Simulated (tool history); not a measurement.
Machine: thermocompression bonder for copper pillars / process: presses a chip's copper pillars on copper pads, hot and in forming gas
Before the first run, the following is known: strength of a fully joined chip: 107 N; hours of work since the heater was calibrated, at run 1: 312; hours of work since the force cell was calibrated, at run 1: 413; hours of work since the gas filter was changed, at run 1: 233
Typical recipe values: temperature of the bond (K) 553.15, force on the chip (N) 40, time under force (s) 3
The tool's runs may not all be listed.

run,hour,temperature of the bond (K),force on the chip (N),time under force (s),hours of work since the heater was calibrated,hours of work since the force cell was calibrated,hours of work since the gas filter was changed,force that shears a chip off (N)
1,0,553.15,40,3,312,413,233,42.5
# hour 7.2: forming gas filter changed
2,11.3,553.15,46,3,320,421,3,46.6
3,26.1,553.15,46,3,331,432,14,48
4,38.9,553.15,46,3,340,441,23,47.3
5,46.3,553.15,40,3,346,447,29,42.8
6,55.7,553.15,40,3,353,454,36,42.9
7,68.9,553.15,39,3,362,463,46,42.1
8,82.1,537.15,40,3,372,473,56,32.2
9,90.3,537.15,40,3,378,479,62,32.4
10,106.7,545.15,40,3,391,492,74,36.5
11,115.9,545.15,40,3,397,498,81,37.1
12,128.5,545.15,45,3,407,508,90,40
13,142.6,545.15,45,3,417,518,100,39.7
# hour 145.4: force cell calibrated
14,160.4,545.15,45,3,429,11,112,38.4
15,175.3,524.15,38,2,440,22,124,19.2
16,182.7,557.15,40,3,446,28,129,44.7
# hour 192.2: force cell calibrated, once more
17,196.9,529.15,30,3,455,3,138,22.2
18,205.5,529.15,30,3,462,10,145,21.8
19,215.3,537.15,38,3,469,17,152,30.6
20,228.7,537.15,38,3,479,27,162,30.7
21,238.3,537.15,38,3,486,34,169,31.2
22,247,537.15,38,3,492,41,176,31.5
23,258.8,537.15,38,3,501,49,184,30.2
24,268.6,546.15,50,2,508,57,192,37.3
25,280.9,553.15,47,8,518,66,201,65.4
26,297,553.15,47,8,529,78,213,65

Each row is a separate what-if for the run after 26, all from the same tool condition, not one after another. Results?
A,306.2,554.15,32,2,536,85,219,?
B,306.2,564.15,51,4,536,85,219,?
C,306.2,542.15,40,7,536,85,219,?
D,306.2,524.15,45,7,536,85,219,?
E,306.2,570.15,40,3,536,85,219,?

run,force that shears a chip off (N)
A,30.4
B,63.6
C,48.8
D,38
E,53.7
Take away the tool's hidden state, keep each run's random variation, and the runs would have read:
run,force that shears a chip off (N)
A,32
B,66.3
C,51.1
D,39.9
E,56.1
